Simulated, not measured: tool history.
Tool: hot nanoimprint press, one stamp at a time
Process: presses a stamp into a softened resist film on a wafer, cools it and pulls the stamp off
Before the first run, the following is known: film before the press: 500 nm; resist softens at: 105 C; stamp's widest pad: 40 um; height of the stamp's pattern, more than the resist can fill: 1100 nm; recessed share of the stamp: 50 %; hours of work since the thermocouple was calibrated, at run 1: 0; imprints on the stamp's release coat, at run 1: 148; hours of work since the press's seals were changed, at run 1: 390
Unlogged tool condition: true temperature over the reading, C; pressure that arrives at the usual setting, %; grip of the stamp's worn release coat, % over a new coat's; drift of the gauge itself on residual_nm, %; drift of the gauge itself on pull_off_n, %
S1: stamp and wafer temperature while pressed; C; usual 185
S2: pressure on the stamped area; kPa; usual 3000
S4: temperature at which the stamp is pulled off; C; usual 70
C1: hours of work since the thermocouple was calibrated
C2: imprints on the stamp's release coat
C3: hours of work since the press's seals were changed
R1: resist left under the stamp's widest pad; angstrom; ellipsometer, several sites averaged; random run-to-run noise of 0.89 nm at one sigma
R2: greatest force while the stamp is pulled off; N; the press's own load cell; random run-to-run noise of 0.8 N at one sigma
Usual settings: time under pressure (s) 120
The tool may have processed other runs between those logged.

Run 1, hour 0.0: usual settings; C1 0; C2 148; C3 390. Result: R1 2928 angstrom, R2 122.4 N.
Run 2, hour 53.2: usual settings; C1 31; C2 293; C3 421. Result: R1 2924 angstrom, R2 124.3 N.
Run 3, hour 96.2: usual settings; C1 57; C2 410; C3 446. Result: R1 2920 angstrom, R2 124.6 N.
Run 4, hour 129.3: usual settings; C1 76; C2 500; C3 466. Result: R1 2938 angstrom, R2 126.4 N.
Run 5, hour 168.4: usual settings; C1 99; C2 606; C3 489. Result: R1 2901 angstrom, R2 127.1 N.
At hour 201.7: stamp cleaned and given a new release coat.
Run 6, hour 227.9: usual settings but S4 60 C; C1 130; C2 71; C3 520. Result: R1 2907 angstrom, R2 145.1 N.
Run 7, hour 279.1: usual settings; C1 160; C2 210; C3 550. Result: R1 2900 angstrom, R2 121.3 N.
Run 8, hour 301.8: usual settings; C1 174; C2 272; C3 563. Result: R1 2899 angstrom, R2 123.0 N.
Run 9, hour 336.0: usual settings; C1 194; C2 364; C3 584. Result: R1 2905 angstrom, R2 123.6 N.
Run 10, hour 365.4: usual settings; C1 211; C2 444; C3 601. Result: R1 2883 angstrom, R2 125.0 N.
Run 11, hour 414.8: usual settings; C1 240; C2 578; C3 630. Result: R1 2870 angstrom, R2 125.5 N.
At hour 454.2: stamp cleaned and given a new release coat.
Run 12, hour 463.7: usual settings but S4 74 C; C1 265; C2 26; C3 655. Result: R1 2867 angstrom, R2 110.2 N.
Run 13, hour 503.4: usual settings but S4 74 C; C1 289; C2 134; C3 678. Result: R1 2859 angstrom, R2 110.1 N.
Run 14, hour 552.5: usual settings but time under pressure (s) 220; C1 318; C2 267; C3 707. Result: R1 2330 angstrom, R2 121.3 N.
At hour 565.1: plate thermocouple calibrated.
Run 15, hour 604.1: usual settings but time under pressure (s) 220; C1 23; C2 399; C3 736. Result: R1 2386 angstrom, R2 126.0 N.
Run 16, hour 628.6: usual settings but S2 1900 kPa, S4 71 C; C1 37; C2 465; C3 750. Result: R1 3429 angstrom, R2 124.2 N.
Run 17, hour 669.4: usual settings but S2 1900 kPa, S4 71 C; C1 61; C2 576; C3 774. Result: R1 3420 angstrom, R2 126.0 N.
At hour 709.5: stamp cleaned and given a new release coat.
Run 18, hour 714.6: usual settings but S2 1900 kPa, S4 71 C; C1 84; C2 14; C3 797. Result: R1 3432 angstrom, R2 117.0 N.
Run 19, hour 743.0: usual settings but time under pressure (s) 65, S4 78 C; C1 101; C2 91; C3 814. Result: R1 3453 angstrom, R2 102.5 N.
Run 20, hour 766.9: usual settings but S2 2270 kPa, S4 66 C; C1 115; C2 156; C3 828. Result: R1 3238 angstrom, R2 131.3 N.
Run 21, hour 806.6: usual settings but S2 2270 kPa, S4 66 C; C1 138; C2 263; C3 851. Result: R1 3226 angstrom, R2 131.2 N.
Run 22, hour 835.0: usual settings but S2 2270 kPa, time under pressure (s) 106, S4 71 C; C1 155; C2 341; C3 868. Result: R1 3319 angstrom, R2 120.8 N.
Run 23, hour 880.5: usual settings but S2 2270 kPa, time under pressure (s) 106, S4 71 C; C1 182; C2 464; C3 895. Result: R1 3325 angstrom, R2 123.2 N.
Run 24, hour 913.9: usual settings but S1 183 C, S2 2270 kPa, time under pressure (s) 147, S4 65 C; C1 201; C2 555; C3 914. Result: R1 3251 angstrom, R2 137.2 N.
Run 25, hour 949.1: usual settings but S1 183 C, S2 2270 kPa, time under pressure (s) 150, S4 65 C; C1 222; C2 650; C3 935. Result: R1 3201 angstrom, R2 139.3 N.
At hour 966.0: stamp cleaned and given a new release coat.
Run 26, hour 1004.8: usual settings but S1 183 C, S2 2270 kPa, time under pressure (s) 150, S4 62 C; C1 251; C2 105; C3 964. Result: R1 3220 angstrom, R2 138.5 N.
Run 27, hour 1028.3: usual settings but S1 181 C, S2 4360 kPa, time under pressure (s) 197, S4 62 C; C1 265; C2 169; C3 978. Result: R1 2479 angstrom, R2 139.8 N.
Run 28, hour 1058.7: usual settings but S1 181 C, S2 2670 kPa, time under pressure (s) 77, S4 62 C; C1 283; C2 252; C3 996. Result: R1 3807 angstrom, R2 140.1 N.
Run 29, hour 1104.7: usual settings but S1 181 C, S2 2670 kPa, time under pressure (s) 77, S4 62 C; C1 310; C2 376; C3 1023. Result: R1 3789 angstrom, R2 142.4 N.

Below are 4 alternative next runs, each starting from the tool's condition after run 29. Predict each:
At hour 1130.5: plate thermocouple calibrated.
Run A, hour 1141.3: usual settings but S1 195 C, S2 3630 kPa, S4 72 C; C1 6; C2 468; C3 1043. Result: R1 ?, R2 ?.
At hour 1130.5: plate thermocouple calibrated.
Run B, hour 1141.3: usual settings but S2 2410 kPa, S4 68 C; C1 6; C2 468; C3 1043. Result: R1 ?, R2 ?.
At hour 1130.5: plate thermocouple calibrated.
Run C, hour 1141.3: usual settings but S1 193 C, S4 60 C; C1 6; C2 468; C3 1043. Result: R1 ?, R2 ?.
At hour 1130.5: plate thermocouple calibrated.
Run D, hour 1141.3: usual settings but S1 181 C, S2 3720 kPa, time under pressure (s) 226, S4 62 C; C1 6; C2 468; C3 1043. Result: R1 ?, R2 ?.

run    R1     R2
  A  1805  121.1
  B  3183  132.7
  C  2148  150.4
  D  2629  144.9
Take away the tool's hidden state, keep each run's random variation, and the runs would have read:
run    R1     R2
  A  1726  115.6
  B  3115  126.7
  C  2073  143.6
  D  2526  138.4
